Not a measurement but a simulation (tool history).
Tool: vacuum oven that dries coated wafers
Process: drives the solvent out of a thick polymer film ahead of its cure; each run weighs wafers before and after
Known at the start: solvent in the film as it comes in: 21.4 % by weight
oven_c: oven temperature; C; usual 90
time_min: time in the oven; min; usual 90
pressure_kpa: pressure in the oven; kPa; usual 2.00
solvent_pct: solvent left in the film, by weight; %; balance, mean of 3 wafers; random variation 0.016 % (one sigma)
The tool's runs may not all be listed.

run,hour,oven_c,time_min,pressure_kpa,solvent_pct
1,0.0,90,90,2.00,1.26
2,17.6,90,90,2.00,1.27
3,41.3,90,90,2.00,1.24
4,78.3,90,90,2.00,1.25
5,94.0,90,90,2.00,1.23
6,125.6,90,90,2.00,1.26
7,153.2,82,90,2.00,3.48
8,177.4,82,90,2.00,3.50
9,209.4,91,90,2.00,1.08
10,235.4,91,90,2.00,1.08
11,254.6,90,90,2.00,1.24
12,283.4,90,90,2.00,1.24
13,301.6,90,90,2.00,1.21
14,331.6,90,90,2.00,1.21
15,361.7,96,90,2.00,0.54
16,383.2,96,90,2.00,0.57
17,415.6,96,90,2.00,0.52
18,441.0,90,90,2.00,1.19
19,457.4,90,90,2.00,1.22
20,481.0,90,90,1.30,1.01
21,513.3,90,90,1.30,1.05
22,533.4,95,62,3.21,1.38
23,564.3,82,67,5.25,5.66
24,583.0,98,127,5.25,0.95
# hour 594.8: oven's thermocouples calibrated
25,616.1,98,119,5.25,0.98
26,644.8,79,90,1.24,4.83
27,662.1,101,89,1.52,0.34
28,689.2,101,89,1.52,0.33
29,720.7,90,50,4.43,4.18
30,737.7,90,50,4.43,4.17
31,757.3,77,47,2.40,9.88
32,793.1,77,47,2.40,9.88
33,815.0,96,88,6.03,1.37
34,844.3,94,90,2.80,0.93
35,862.1,94,90,2.80,0.94
36,893.6,90,90,7.20,2.46
37,925.2,90,92,2.00,1.26
38,949.6,86,154,1.61,0.86
39,966.6,90,56,2.00,3.07
40,990.4,89,77,2.00,1.98
41,1008.2,90,90,6.80,2.35
42,1030.7,90,97,2.35,1.26

The same runs without the tool's hidden state, with the same run-to-run variation:
The hidden state here: true wafer temperature over the reading, C; true pressure over the reading, kPa; drift of the gauge itself on solvent_pct, %.
run,solvent_pct
1,1.26
2,1.28
3,1.26
4,1.27
5,1.25
6,1.28
7,3.61
8,3.63
9,1.11
10,1.11
11,1.29
12,1.29
13,1.27
14,1.27
15,0.53
16,0.56
17,0.51
18,1.27
19,1.30
20,1.09
21,1.13
22,1.50
23,6.01
24,0.92
25,0.91
26,4.67
27,0.28
28,0.27
29,4.09
30,4.08
31,9.79
32,9.81
33,1.30
34,0.86
35,0.87
36,2.40
37,1.20
38,0.77
39,3.06
40,1.95
41,2.31
42,1.21

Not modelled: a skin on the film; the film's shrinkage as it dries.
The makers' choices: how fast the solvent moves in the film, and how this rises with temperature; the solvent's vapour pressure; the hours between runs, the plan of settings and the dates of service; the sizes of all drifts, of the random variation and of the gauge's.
